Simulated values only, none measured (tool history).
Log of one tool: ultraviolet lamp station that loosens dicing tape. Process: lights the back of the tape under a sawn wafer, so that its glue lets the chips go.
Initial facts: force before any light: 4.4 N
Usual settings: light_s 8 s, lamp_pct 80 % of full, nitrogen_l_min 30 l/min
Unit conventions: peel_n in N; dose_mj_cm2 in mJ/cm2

run,hour,light_s,lamp_pct,nitrogen_l_min,peel_n,dose_mj_cm2
1,0.0,8,80,30,0.273,332
2,12.6,8,80,30,0.264,334
3,25.8,8,80,30,0.275,333
4,36.5,8,80,30,0.274,332
5,45.0,11,80,30,0.148,462
6,58.6,11,80,30,0.154,459
7,68.1,14,80,30,0.118,585
8,77.1,8,80,30,0.278,332
9,87.6,8,80,30,0.280,333
10,96.4,8,80,21,0.368,334
11,106.0,16,64,57,0.094,535
12,117.9,6,80,30,0.508,247
13,127.2,6,79,30,0.486,245
14,134.4,5,63,36,0.910,166
15,145.0,5,63,36,0.903,162
16,157.8,8,80,16,0.472,338
17,172.6,5,80,14,1.094,211
18,182.9,5,84,40,0.504,216
19,197.9,5,84,40,0.499,219

Each row is a separate what-if for the run after 19, all from the same tool condition, not one after another. Results?
A,209.9,8,67,30,?,?
B,209.9,9,84,40,?,?
C,209.9,16,82,22,?,?
D,209.9,5,84,40,?,?

run,peel_n,dose_mj_cm2
A,0.384,281
B,0.159,390
C,0.122,689
D,0.505,219
The same runs, with their run-to-run variation unchanged, on a tool lacking any hidden condition would have given:
run,peel_n,dose_mj_cm2
A,0.384,281
B,0.159,390
C,0.122,689
D,0.505,219
